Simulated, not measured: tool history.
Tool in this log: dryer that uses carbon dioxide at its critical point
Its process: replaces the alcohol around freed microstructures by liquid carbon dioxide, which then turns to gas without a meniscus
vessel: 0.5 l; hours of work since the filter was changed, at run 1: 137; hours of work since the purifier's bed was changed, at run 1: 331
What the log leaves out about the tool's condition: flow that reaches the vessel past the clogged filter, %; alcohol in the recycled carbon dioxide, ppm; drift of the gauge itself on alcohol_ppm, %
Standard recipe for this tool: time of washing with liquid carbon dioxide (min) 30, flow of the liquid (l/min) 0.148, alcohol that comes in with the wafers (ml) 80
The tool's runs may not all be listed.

| run | hour | time of washing with liquid carbon dioxide (min) | flow of the liquid (l/min) | alcohol that comes in with the wafers (ml) | hours of work since the filter was changed | hours of work since the purifier's bed was changed | alcohol left in the vessel before it's heated (ppm by volume) |
|---|---|---|---|---|---|---|---|
| 1 | 0.0 | 30 | 0.148 | 80 | 137 | 331 | 152 |
| 2 | 55.5 | 30 | 0.148 | 80 | 156 | 350 | 148 |
| 3 | 111.4 | 30 | 0.148 | 23 | 174 | 368 | 99 |
| 4 | 151.0 | 30 | 0.148 | 23 | 188 | 382 | 100 |
| 5 | 213.3 | 30 | 0.148 | 23 | 209 | 402 | 107 |
| 6 | 267.4 | 30 | 0.148 | 29 | 227 | 421 | 129 |
| 7 | 323.5 | 28 | 0.148 | 29 | 245 | 439 | 154 |
| 8 | 366.4 | 28 | 0.148 | 29 | 260 | 454 | 160 |

Run 9 is up next; what results do you expect?
| 9 | 405.7 | 24 | 0.090 | 32 | 273 | 467 | ? |

Run 9 gave alcohol left in the vessel before it's heated (ppm by volume) 1828.
Take away the tool's hidden state, keep the run-to-run variation as it was, and the same run would have given alcohol left in the vessel before it's heated (ppm by volume) 1162.
